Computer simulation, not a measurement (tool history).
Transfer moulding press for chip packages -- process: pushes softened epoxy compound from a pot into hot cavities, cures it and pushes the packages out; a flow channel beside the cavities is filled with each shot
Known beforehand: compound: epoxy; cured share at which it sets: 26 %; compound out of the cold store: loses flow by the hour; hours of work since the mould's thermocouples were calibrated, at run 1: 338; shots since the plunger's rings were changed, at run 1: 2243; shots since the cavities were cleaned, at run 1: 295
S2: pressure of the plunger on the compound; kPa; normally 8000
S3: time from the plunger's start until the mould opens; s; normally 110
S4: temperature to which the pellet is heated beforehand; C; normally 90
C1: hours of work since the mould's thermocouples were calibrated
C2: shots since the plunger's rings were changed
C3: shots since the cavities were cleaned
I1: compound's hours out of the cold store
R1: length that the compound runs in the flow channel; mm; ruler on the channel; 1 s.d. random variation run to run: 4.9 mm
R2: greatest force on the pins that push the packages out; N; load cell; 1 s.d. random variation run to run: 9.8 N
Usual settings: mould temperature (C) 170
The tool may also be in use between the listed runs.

{"run": 1, "hour": 0.0, "mould temperature (C)": 170, "S2": 8000, "S3": 110, "S4": 90, "C1": 338, "C2": 2243, "C3": 295, "I1": 29.7, "R1": 785, "R2": 625}
{"run": 2, "hour": 35.8, "mould temperature (C)": 170, "S2": 8000, "S3": 110, "S4": 90, "C1": 363, "C2": 2642, "C3": 694, "I1": 24.5, "R1": 793, "R2": 736}
{"hour": 45.7, "done": "cavities cleaned with cleaning compound and waxed"}
{"run": 3, "hour": 78.6, "mould temperature (C)": 170, "S2": 7130, "S3": 110, "S4": 90, "C1": 392, "C2": 3103, "C3": 368, "I1": 45.5, "R1": 647, "R2": 649}
{"run": 4, "hour": 106.3, "mould temperature (C)": 170, "S2": 8000, "S3": 110, "S4": 90, "C1": 412, "C2": 3412, "C3": 677, "I1": 46.7, "R1": 671, "R2": 696}
{"hour": 117.6, "done": "cavities cleaned with cleaning compound and waxed"}
{"hour": 150.6, "done": "plunger's sealing rings changed"}
{"run": 5, "hour": 163.8, "mould temperature (C)": 170, "S2": 8000, "S3": 110, "S4": 96, "C1": 450, "C2": 147, "C3": 488, "I1": 30.9, "R1": 788, "R2": 680}
{"hour": 193.6, "done": "cavities cleaned with cleaning compound and waxed"}
{"run": 6, "hour": 205.4, "mould temperature (C)": 170, "S2": 8000, "S3": 110, "S4": 90, "C1": 478, "C2": 594, "C3": 131, "I1": 44.3, "R1": 719, "R2": 561}
{"run": 7, "hour": 240.6, "mould temperature (C)": 164, "S2": 8000, "S3": 110, "S4": 90, "C1": 503, "C2": 987, "C3": 524, "I1": 44.4, "R1": 732, "R2": 820}
{"hour": 270.3, "done": "cavities cleaned with cleaning compound and waxed"}
{"run": 8, "hour": 300.8, "mould temperature (C)": 164, "S2": 8000, "S3": 110, "S4": 90, "C1": 544, "C2": 1642, "C3": 340, "I1": 33, "R1": 776, "R2": 829}
{"hour": 341.9, "done": "cavities cleaned with cleaning compound and waxed"}
{"run": 9, "hour": 354.0, "mould temperature (C)": 169, "S2": 8000, "S3": 115, "S4": 90, "C1": 580, "C2": 2219, "C3": 135, "I1": 46.8, "R1": 697, "R2": 545}
{"run": 10, "hour": 380.4, "mould temperature (C)": 177, "S2": 8000, "S3": 90, "S4": 84, "C1": 599, "C2": 2513, "C3": 429, "I1": 13.7, "R1": 837, "R2": 686}
{"hour": 415.0, "done": "cavities cleaned with cleaning compound and waxed"}
{"run": 11, "hour": 423.6, "mould temperature (C)": 177, "S2": 8000, "S3": 90, "S4": 99, "C1": 628, "C2": 2979, "C3": 96, "I1": 11.7, "R1": 845, "R2": 533}
{"run": 12, "hour": 468.6, "mould temperature (C)": 175, "S2": 7420, "S3": 103, "S4": 90, "C1": 660, "C2": 3481, "C3": 598, "I1": 12.4, "R1": 810, "R2": 702}
{"hour": 491.3, "done": "cavities cleaned with cleaning compound and waxed"}
{"hour": 506.5, "done": "plunger's sealing rings changed"}
{"run": 13, "hour": 519.4, "mould temperature (C)": 165, "S2": 6070, "S3": 106, "S4": 95, "C1": 693, "C2": 145, "C3": 287, "I1": 39.4, "R1": 670, "R2": 794}
{"run": 14, "hour": 560.1, "mould temperature (C)": 170, "S2": 9700, "S3": 138, "S4": 97, "C1": 722, "C2": 598, "C3": 740, "I1": 29.8, "R1": 874, "R2": 706}

Forecast each of these 5 alternatives for the next run:
{"hour": 565.1, "done": "cavities cleaned with cleaning compound and waxed"}
{"run": "A", "hour": 597.3, "mould temperature (C)": 170, "S2": 7330, "S3": 138, "S4": 85, "C1": 747, "C2": 997, "C3": 360, "I1": 27.9, "R1": "?", "R2": "?"}
{"hour": 565.1, "done": "cavities cleaned with cleaning compound and waxed"}
{"run": "B", "hour": 597.3, "mould temperature (C)": 170, "S2": 7110, "S3": 110, "S4": 90, "C1": 747, "C2": 997, "C3": 360, "I1": 15.3, "R1": "?", "R2": "?"}
{"hour": 565.1, "done": "cavities cleaned with cleaning compound and waxed"}
{"run": "C", "hour": 597.3, "mould temperature (C)": 170, "S2": 8390, "S3": 138, "S4": 97, "C1": 747, "C2": 997, "C3": 360, "I1": 34, "R1": "?", "R2": "?"}
{"hour": 565.1, "done": "cavities cleaned with cleaning compound and waxed"}
{"run": "D", "hour": 597.3, "mould temperature (C)": 170, "S2": 6480, "S3": 120, "S4": 90, "C1": 747, "C2": 997, "C3": 360, "I1": 44, "R1": "?", "R2": "?"}
{"hour": 565.1, "done": "cavities cleaned with cleaning compound and waxed"}
{"run": "E", "hour": 597.3, "mould temperature (C)": 169, "S2": 9700, "S3": 138, "S4": 94, "C1": 747, "C2": 997, "C3": 360, "I1": 9.8, "R1": "?", "R2": "?"}

run=A R1=769 R2=600
run=B R1=826 R2=662
run=C R1=790 R2=595
run=D R1=639 R2=596
run=E R1=1010 R2=603
With no hidden state in the tool, these same runs would have given:
run=A R1=780 R2=420
run=B R1=838 R2=450
run=C R1=802 R2=417
run=D R1=648 R2=416
run=E R1=1024 R2=419
